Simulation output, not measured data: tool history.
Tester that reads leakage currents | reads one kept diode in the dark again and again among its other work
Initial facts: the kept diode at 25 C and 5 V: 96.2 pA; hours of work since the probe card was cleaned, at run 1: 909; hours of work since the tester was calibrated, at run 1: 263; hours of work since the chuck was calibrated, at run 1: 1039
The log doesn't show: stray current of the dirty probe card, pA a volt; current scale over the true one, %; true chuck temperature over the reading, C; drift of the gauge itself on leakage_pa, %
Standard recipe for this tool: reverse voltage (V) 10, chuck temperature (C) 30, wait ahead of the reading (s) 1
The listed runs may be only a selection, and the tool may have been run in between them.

run    hour  reverse voltage (V)  chuck temperature (C)  wait ahead of the reading (s)  hours of work since the probe card was cleaned  hours of work since the tester was calibrated  hours of work since the chuck was calibrated  current that the tester gives (pA)
  1       0                   10                     30                              1                                             909                                            263                                          1039                              228.33
  2    50.7                   10                     30                              1                                             948                                            302                                          1078                               229.9
  3    85.3                   10                     22                              1                                             974                                            328                                          1104                              133.95
  4   143.5                   10                     22                              1                                            1019                                            373                                          1149                              133.98
  5   191.4                   10                     22                              1                                            1055                                            410                                          1185                                 135
  6   219.5                   10                     22                              1                                            1077                                            431                                          1207                              135.88
  7   248.7                   10                     22                              1                                            1099                                            453                                          1229                              135.99
      272.5  -- chuck's temperature calibrated
  8   287.7                   10                     22                              1                                            1128                                            482                                            12                              138.98
  9   346.3                   10                     30                           2.66                                            1173                                            527                                            57                              237.13
 10   385.3                   10                     30                           2.66                                            1202                                            557                                            86                              238.75
      419.3  -- chuck's temperature calibrated, once more
 11   438.2                   10                     30                           2.66                                            1241                                            596                                            14                              209.14
 12   471.6                   10                     30                           2.66                                            1267                                            621                                            40                              210.48
 13   529.1                   10                     30                              1                                            1311                                            665                                            84                              212.05
 14   573.7                   10                     30                              1                                            1345                                            699                                           118                              212.71
 15   604.7                   10                     30                              1                                            1369                                            723                                           142                              212.68
 16   649.3                   10                     30                           0.37                                            1403                                            757                                           176                              217.93
 17   703.4                   10                     30                           0.81                                            1444                                            799                                           218                              214.23
 18   758.6                   10                     30                           0.81                                            1487                                            841                                           260                              216.02
 19   810.3                   10                     30                              1                                            1526                                            881                                           299                              216.04
 20   836.1                   10                     30                              1                                            1546                                            900                                           319                              216.65
 21   863.7                 13.7                     21                              1                                            1567                                            921                                           340                              144.48
 22   920.8                 13.7                     21                              1                                            1611                                            965                                           384                              145.24
 23   946.2                  1.1                     50                              1                                            1630                                            985                                           404                              224.43
 24     986                  1.1                     50                              1                                            1661                                           1015                                           434                              223.97
 25  1034.2                  1.7                     57                           0.59                                            1698                                           1052                                           471                              440.51
 26  1092.7                  6.4                     21                           0.69                                            1743                                           1097                                           516                               93.76
 27  1118.3                  2.1                     25                           7.84                                            1762                                           1116                                           535                               63.67
 28  1158.1                  2.1                     25                           7.84                                            1793                                           1147                                           566                               63.44
 29  1185.2                  5.9                     37                           0.97                                            1813                                           1168                                           587                              259.63
 30  1228.4                  4.8                     25                           4.01                                            1847                                           1201                                           620                              103.56
 31    1256                  4.8                     25                           4.01                                            1868                                           1222                                           641                              103.88
 32  1290.2                  4.8                     25                           4.01                                            1894                                           1248                                           667                              103.84
 33  1348.7                   10                     53                            2.8                                            1939                                           1293                                           712                              959.77
 34  1393.4                 11.3                     35                            2.8                                            1973                                           1327                                           746                              336.12
 35  1438.9                 11.3                     35                            2.8                                            2008                                           1362                                           781                              337.08
 36  1469.7                  6.4                     53                           0.58                                            2031                                           1386                                           804                              750.65
 37  1522.7                  1.6                     28                           7.08                                            2072                                           1426                                           845                                68.6
 38  1568.3                 15.7                     21                           5.12                                            2107                                           1461                                           880                              165.71
 39  1619.7                  4.9                     39                              1                                            2146                                           1500                                           919                              272.87
 40  1659.2                  4.9                     28                           0.35                                            2176                                           1531                                           950                              135.85

Here are 4 independent what-if runs from the current tool condition. What would each one return?
  A  1691.4                  1.7                     28                           0.42                                            2201                                           1555                                           974                                   ?
  B  1691.4                  8.4                     28                            0.7                                            2201                                           1555                                           974                                   ?
  C  1691.4                 11.6                     38                           1.45                                            2201                                           1555                                           974                                   ?
  D  1691.4                  2.6                     28                           0.35                                            2201                                           1555                                           974                                   ?

run  current that the tester gives (pA)
  A                               72.93
  B                               183.9
  C                              420.93
  D                               93.65
With no hidden state in the tool, these same runs would have given:
run  current that the tester gives (pA)
  A                               66.18
  B                                 162
  C                              381.44
  D                               84.52

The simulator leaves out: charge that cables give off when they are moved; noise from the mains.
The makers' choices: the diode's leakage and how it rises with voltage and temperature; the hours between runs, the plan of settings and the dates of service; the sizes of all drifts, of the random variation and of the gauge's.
